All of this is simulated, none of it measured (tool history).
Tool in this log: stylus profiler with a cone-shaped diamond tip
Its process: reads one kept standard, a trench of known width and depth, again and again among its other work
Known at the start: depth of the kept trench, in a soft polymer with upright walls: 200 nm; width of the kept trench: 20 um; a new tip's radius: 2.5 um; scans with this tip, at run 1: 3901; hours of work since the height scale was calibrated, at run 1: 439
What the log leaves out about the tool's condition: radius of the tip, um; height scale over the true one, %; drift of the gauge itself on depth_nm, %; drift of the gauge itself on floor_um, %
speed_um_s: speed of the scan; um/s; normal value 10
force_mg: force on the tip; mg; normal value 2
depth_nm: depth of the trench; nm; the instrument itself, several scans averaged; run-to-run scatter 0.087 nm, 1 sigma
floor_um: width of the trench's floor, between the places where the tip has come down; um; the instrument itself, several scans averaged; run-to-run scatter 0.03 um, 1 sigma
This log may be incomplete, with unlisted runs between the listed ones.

| run | hour | speed_um_s | force_mg | scans with this tip | hours of work since the height scale was calibrated | depth_nm | floor_um |
|---|---|---|---|---|---|---|---|
| 1 | 0 | 10 | 2 | 3901 | 439 | 201.49 | 17.78 |
| 2 | 20.6 | 10 | 2 | 4009 | 451 | 201.56 | 17.81 |
| 3 | 61.2 | 10 | 2 | 4222 | 475 | 201.66 | 17.86 |
| 4 | 90.5 | 10 | 2 | 4375 | 492 | 201.56 | 17.76 |
| 5 | 117.8 | 10 | 2 | 4518 | 508 | 201.63 | 17.8 |
| 6 | 156.2 | 10 | 2 | 4720 | 531 | 201.84 | 17.83 |
| 7 | 184.8 | 10 | 4.5 | 4869 | 548 | 202.65 | 17.82 |
| 8 | 206.1 | 10 | 1.33 | 4981 | 560 | 201.38 | 17.79 |
| 9 | 244.1 | 10 | 2 | 5180 | 583 | 201.76 | 17.78 |
| 10 | 284.8 | 16 | 2 | 5393 | 607 | 201.67 | 17.72 |
| 11 | 313.5 | 10 | 2 | 5544 | 624 | 201.73 | 17.72 |
| 12 | 345.8 | 10 | 2 | 5713 | 643 | 201.82 | 17.74 |
| 13 | 384.7 | 10 | 2 | 5917 | 666 | 201.72 | 17.74 |
| 14 | 414.9 | 10 | 2 | 6075 | 684 | 201.79 | 17.71 |
| 15 | 451.1 | 10 | 2 | 6265 | 705 | 201.81 | 17.7 |
| 16 | 480.4 | 6 | 2 | 6418 | 722 | 201.79 | 17.74 |
| 17 | 507.5 | 6 | 2 | 6560 | 738 | 201.89 | 17.63 |
| 18 | 543.9 | 6 | 2 | 6751 | 760 | 201.86 | 17.68 |
| 19 | 582.4 | 10 | 2 | 6953 | 782 | 201.87 | 17.65 |
| 20 | 605.8 | 10 | 2 | 7075 | 796 | 201.93 | 17.68 |
| 21 | 631.9 | 10 | 2 | 7212 | 812 | 201.91 | 17.67 |
| 22 | 667.2 | 10 | 2 | 7397 | 832 | 202.1 | 17.67 |
| 23 | 690.4 | 10 | 2 | 7519 | 846 | 202.05 | 17.58 |
| 24 | 717.1 | 10 | 2 | 7658 | 862 | 201.78 | 17.65 |
| 25 | 762.6 | 10 | 2 | 7897 | 889 | 201.96 | 17.62 |
| 26 | 790.5 | 10 | 1.81 | 8043 | 905 | 201.87 | 17.56 |
| 27 | 816.1 | 3 | 2 | 8177 | 920 | 201.9 | 17.65 |
| 28 | 840.1 | 28 | 0.74 | 8303 | 934 | 201.46 | 17.48 |
| 29 | 878.5 | 28 | 0.74 | 8504 | 957 | 201.48 | 17.44 |
| 30 | 910.2 | 2 | 0.68 | 8670 | 976 | 201.34 | 17.64 |
| 31 | 942.4 | 32 | 1.09 | 8839 | 995 | 201.7 | 17.46 |
| 32 | 975.5 | 3 | 3.95 | 9012 | 1014 | 202.81 | 17.62 |
| 33 | 1020.5 | 9 | 2.22 | 9248 | 1041 | 202.26 | 17.59 |
| 34 | 1059 | 9 | 1.62 | 9450 | 1063 | 201.84 | 17.6 |
| 35 | 1105.6 | 38 | 4.49 | 9694 | 1091 | 203 | 17.5 |
| 36 | 1125.3 | 11 | 1.86 | 9797 | 1102 | 202.06 | 17.51 |
| 37 | 1171.3 | 8 | 5.89 | 10038 | 1130 | 203.46 | 17.59 |
| 38 | 1213.7 | 18 | 0.75 | 10260 | 1155 | 201.63 | 17.46 |
| 39 | 1247.4 | 4 | 1.96 | 10437 | 1174 | 202.33 | 17.6 |
| 40 | 1277.5 | 2 | 5.23 | 10595 | 1192 | 203.36 | 17.57 |
| 41 | 1319.7 | 2 | 5.23 | 10816 | 1217 | 203.25 | 17.52 |
| 42 | 1354.2 | 37 | 3.43 | 10997 | 1237 | 202.92 | 17.41 |
| 43 | 1399 | 20 | 1.12 | 11231 | 1264 | 201.85 | 17.44 |
| 44 | 1444.5 | 4 | 0.75 | 11470 | 1291 | 201.58 | 17.56 |
| 45 | 1482.1 | 23 | 3.54 | 11667 | 1313 | 202.86 | 17.45 |
| 46 | 1517.8 | 2 | 4.49 | 11854 | 1334 | 203.28 | 17.55 |
| 47 | 1562 | 2 | 2.27 | 12085 | 1360 | 202.45 | 17.51 |

Consider 3 possible next runs. They are alternatives, not a sequence: every one starts from the tool as it was left by run 47. What does each give?
| A | 1583 | 10 | 1 | 12195 | 1372 | ? | ? |
| B | 1583 | 7 | 0.87 | 12195 | 1372 | ? | ? |
| C | 1583 | 17 | 2.09 | 12195 | 1372 | ? | ? |

| run | depth_nm | floor_um |
|---|---|---|
| A | 201.87 | 17.4 |
| B | 201.93 | 17.43 |
| C | 202.53 | 17.45 |
The same runs, with their run-to-run variation unchanged, on a tool lacking any hidden condition would have given:
| run | depth_nm | floor_um |
|---|---|---|
| A | 200.67 | 17.93 |
| B | 200.72 | 17.96 |
| C | 201.32 | 17.98 |
